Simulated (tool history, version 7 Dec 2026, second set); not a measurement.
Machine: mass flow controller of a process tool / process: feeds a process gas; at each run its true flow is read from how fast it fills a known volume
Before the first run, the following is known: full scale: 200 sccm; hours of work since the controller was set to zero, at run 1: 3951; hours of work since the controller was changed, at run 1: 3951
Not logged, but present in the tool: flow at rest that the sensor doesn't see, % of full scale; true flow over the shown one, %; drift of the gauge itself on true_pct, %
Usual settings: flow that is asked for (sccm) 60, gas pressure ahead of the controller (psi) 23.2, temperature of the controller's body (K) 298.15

run	hour	flow that is asked for (sccm)	gas pressure ahead of the controller (psi)	temperature of the controller's body (K)	hours of work since the controller was set to zero	hours of work since the controller was changed	true flow (%)
1	0	60	23.2	298.15	3951	3951	97.22
2	133.5	60	27.6	298.15	4029	4029	97.26
3	338.3	60	27.6	298.15	4149	4149	97.33
4	626.4	60	23.2	298.15	4318	4318	97.09
5	873.6	60	37.6	298.15	4462	4462	97.3
6	1009.4	60	37.6	298.15	4542	4542	97.34
7	1240.1	60	37.6	298.15	4677	4677	97.24
8	1443.2	60	37.6	298.15	4795	4795	97.15
9	1732.7	60	23.2	293.15	4965	4965	96.57
10	1975.9	60	23.2	293.15	5107	5107	96.49
11	2189.4	60	23.2	293.15	5232	5232	96.41
12	2496.9	106	23.2	293.15	5412	5412	96.46
13	2670.7	146	25.7	293.15	5514	5514	96.78
14	2930.3	146	25.7	293.15	5665	5665	96.86
15	3224.7	60	23.8	308.15	5838	5838	97.18
16	3456.6	60	23.2	304.15	5973	5973	96.8
17	3709.4	60	23.2	304.15	6121	6121	96.87
18	4028.5	60	23.2	302.15	6308	6308	96.81
19	4213.8	60	23.9	302.15	6416	6416	96.6
20	4536.3	101	32.6	295.15	6605	6605	96.3
21	4822	144	23.2	311.15	6772	6772	97.28
# hour 4867.4: controller exchanged for a calibrated one
22	5076.9	60	20.5	298.15	123	123	98.09

Predict each of these 3 candidate next runs independently; none follows another, all start after run 22:
A	5264.8	75	33.2	312.15	233	233	?
B	5264.8	27	29.6	298.15	233	233	?
C	5264.8	41	26.8	307.15	233	233	?

run	true flow (%)
A	99.36
B	98.02
C	98.56
Without the tool's hidden state the same runs would have given:
run	true flow (%)
A	99.33
B	97.71
C	98.4
